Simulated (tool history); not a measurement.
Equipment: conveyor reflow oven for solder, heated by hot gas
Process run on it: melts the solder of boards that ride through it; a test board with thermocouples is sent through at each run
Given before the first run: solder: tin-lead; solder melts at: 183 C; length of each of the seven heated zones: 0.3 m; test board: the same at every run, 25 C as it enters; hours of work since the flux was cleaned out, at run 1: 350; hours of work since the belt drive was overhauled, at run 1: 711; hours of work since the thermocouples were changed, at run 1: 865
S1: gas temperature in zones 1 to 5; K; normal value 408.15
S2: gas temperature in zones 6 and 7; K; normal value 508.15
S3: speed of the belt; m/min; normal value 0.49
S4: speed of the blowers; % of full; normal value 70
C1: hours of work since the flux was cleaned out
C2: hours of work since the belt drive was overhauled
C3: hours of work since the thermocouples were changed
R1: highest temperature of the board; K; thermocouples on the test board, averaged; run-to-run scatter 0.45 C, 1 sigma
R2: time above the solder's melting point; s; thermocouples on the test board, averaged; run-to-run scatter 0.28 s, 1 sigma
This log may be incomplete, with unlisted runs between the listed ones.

{"run": 1, "day": 0.0, "S1": 408.15, "S2": 508.15, "S3": 0.49, "S4": 70, "C1": 350, "C2": 711, "C3": 865, "R1": 489.25, "R2": 53.8}
{"run": 2, "day": 0.646, "S1": 408.15, "S2": 508.15, "S3": 0.49, "S4": 70, "C1": 358, "C2": 719, "C3": 873, "R1": 489.65, "R2": 54.4}
{"run": 3, "day": 2.012, "S1": 408.15, "S2": 508.15, "S3": 0.49, "S4": 70, "C1": 375, "C2": 735, "C3": 889, "R1": 489.15, "R2": 53.8}
{"run": 4, "day": 3.242, "S1": 408.15, "S2": 508.15, "S3": 0.49, "S4": 70, "C1": 390, "C2": 750, "C3": 904, "R1": 489.45, "R2": 54}
{"day": 4.017, "done": "flux residue cleaned out of gas plates and filters"}
{"run": 5, "day": 4.396, "S1": 408.15, "S2": 508.15, "S3": 0.49, "S4": 70, "C1": 5, "C2": 762, "C3": 916, "R1": 491.25, "R2": 55.9}
{"run": 6, "day": 5.046, "S1": 408.15, "S2": 508.15, "S3": 0.49, "S4": 70, "C1": 12, "C2": 770, "C3": 924, "R1": 491.75, "R2": 55.9}
{"run": 7, "day": 6.375, "S1": 408.15, "S2": 508.15, "S3": 0.49, "S4": 70, "C1": 29, "C2": 786, "C3": 940, "R1": 490.25, "R2": 55.8}
{"run": 8, "day": 7.612, "S1": 408.15, "S2": 508.15, "S3": 0.49, "S4": 70, "C1": 44, "C2": 801, "C3": 955, "R1": 490.35, "R2": 56}
{"run": 9, "day": 8.362, "S1": 408.15, "S2": 508.15, "S3": 0.49, "S4": 70, "C1": 53, "C2": 810, "C3": 964, "R1": 491.05, "R2": 55.6}
{"run": 10, "day": 9.667, "S1": 408.15, "S2": 508.15, "S3": 0.49, "S4": 70, "C1": 69, "C2": 826, "C3": 980, "R1": 491.15, "R2": 55.3}
{"run": 11, "day": 10.738, "S1": 408.15, "S2": 508.15, "S3": 0.49, "S4": 70, "C1": 82, "C2": 839, "C3": 993, "R1": 490.45, "R2": 55.4}
{"run": 12, "day": 11.417, "S1": 408.15, "S2": 508.15, "S3": 0.49, "S4": 70, "C1": 90, "C2": 847, "C3": 1001, "R1": 490.45, "R2": 55.4}
{"run": 13, "day": 12.162, "S1": 408.15, "S2": 508.15, "S3": 0.49, "S4": 70, "C1": 99, "C2": 856, "C3": 1010, "R1": 489.75, "R2": 55.9}
{"run": 14, "day": 13.312, "S1": 408.15, "S2": 508.15, "S3": 0.49, "S4": 70, "C1": 113, "C2": 870, "C3": 1024, "R1": 490.45, "R2": 55.4}
{"run": 15, "day": 14.875, "S1": 408.15, "S2": 508.15, "S3": 0.49, "S4": 70, "C1": 132, "C2": 889, "C3": 1043, "R1": 490.65, "R2": 55.4}
{"run": 16, "day": 16.225, "S1": 408.15, "S2": 508.15, "S3": 0.49, "S4": 77, "C1": 148, "C2": 906, "C3": 1059, "R1": 491.05, "R2": 55.9}
{"run": 17, "day": 17.088, "S1": 415.15, "S2": 513.15, "S3": 0.588, "S4": 70, "C1": 159, "C2": 916, "C3": 1070, "R1": 489.65, "R2": 46.7}
{"run": 18, "day": 18.208, "S1": 397.15, "S2": 518.15, "S3": 0.456, "S4": 85, "C1": 172, "C2": 930, "C3": 1083, "R1": 502.15, "R2": 64.8}
{"run": 19, "day": 19.475, "S1": 416.15, "S2": 508.15, "S3": 0.549, "S4": 70, "C1": 188, "C2": 945, "C3": 1099, "R1": 487.55, "R2": 49.5}
{"day": 20.712, "done": "thermocouples of zones 6 and 7 changed"}
{"run": 20, "day": 21.133, "S1": 398.15, "S2": 508.15, "S3": 0.472, "S4": 70, "C1": 207, "C2": 964, "C3": 5, "R1": 492.15, "R2": 56.7}
{"run": 21, "day": 21.846, "S1": 417.15, "S2": 503.15, "S3": 0.412, "S4": 79, "C1": 216, "C2": 973, "C3": 14, "R1": 494.25, "R2": 74.3}
{"run": 22, "day": 23.046, "S1": 402.15, "S2": 499.15, "S3": 0.433, "S4": 79, "C1": 230, "C2": 987, "C3": 28, "R1": 487.65, "R2": 61.2}
{"run": 23, "day": 24.125, "S1": 411.15, "S2": 506.15, "S3": 0.399, "S4": 70, "C1": 243, "C2": 1000, "C3": 41, "R1": 497.35, "R2": 75.7}
{"run": 24, "day": 25.217, "S1": 411.15, "S2": 506.15, "S3": 0.399, "S4": 70, "C1": 256, "C2": 1014, "C3": 55, "R1": 496.25, "R2": 76}
{"run": 25, "day": 26.062, "S1": 411.15, "S2": 506.15, "S3": 0.399, "S4": 70, "C1": 267, "C2": 1024, "C3": 65, "R1": 496.05, "R2": 75.8}
{"run": 26, "day": 27.183, "S1": 411.15, "S2": 507.15, "S3": 0.399, "S4": 70, "C1": 280, "C2": 1038, "C3": 79, "R1": 496.95, "R2": 76.2}
{"run": 27, "day": 27.971, "S1": 404.15, "S2": 520.15, "S3": 0.551, "S4": 74, "C1": 290, "C2": 1047, "C3": 88, "R1": 498.15, "R2": 52.6}
{"run": 28, "day": 28.888, "S1": 406.15, "S2": 520.15, "S3": 0.551, "S4": 69, "C1": 301, "C2": 1058, "C3": 99, "R1": 498.75, "R2": 52.7}
{"run": 29, "day": 30.275, "S1": 400.15, "S2": 521.15, "S3": 0.42, "S4": 72, "C1": 318, "C2": 1075, "C3": 116, "R1": 507.85, "R2": 74.6}
{"run": 30, "day": 31.029, "S1": 400.15, "S2": 521.15, "S3": 0.42, "S4": 72, "C1": 327, "C2": 1084, "C3": 125, "R1": 508.35, "R2": 74.3}
{"run": 31, "day": 32.075, "S1": 418.15, "S2": 497.15, "S3": 0.49, "S4": 85, "C1": 340, "C2": 1097, "C3": 138, "R1": 485.55, "R2": 56.1}

Forecast each of these 4 alternatives for the next run:
{"run": "A", "day": 33.538, "S1": 395.15, "S2": 508.15, "S3": 0.49, "S4": 77, "C1": 358, "C2": 1115, "C3": 156, "R1": "?", "R2": "?"}
{"run": "B", "day": 33.538, "S1": 421.15, "S2": 514.15, "S3": 0.49, "S4": 62, "C1": 358, "C2": 1115, "C3": 156, "R1": "?", "R2": "?"}
{"run": "C", "day": 33.538, "S1": 408.15, "S2": 521.15, "S3": 0.49, "S4": 70, "C1": 358, "C2": 1115, "C3": 156, "R1": "?", "R2": "?"}
{"run": "D", "day": 33.538, "S1": 395.15, "S2": 497.15, "S3": 0.42, "S4": 80, "C1": 358, "C2": 1115, "C3": 156, "R1": "?", "R2": "?"}

run=A R1=491.35 R2=52.5
run=B R1=499.35 R2=64.8
run=C R1=502.95 R2=63.9
run=D R1=485.75 R2=57.8
Without the tool's unlogged condition, the same runs would have read:
run=A R1=493.75 R2=53.8
run=B R1=501.45 R2=65
run=C R1=505.35 R2=64.2
run=D R1=487.75 R2=59.4
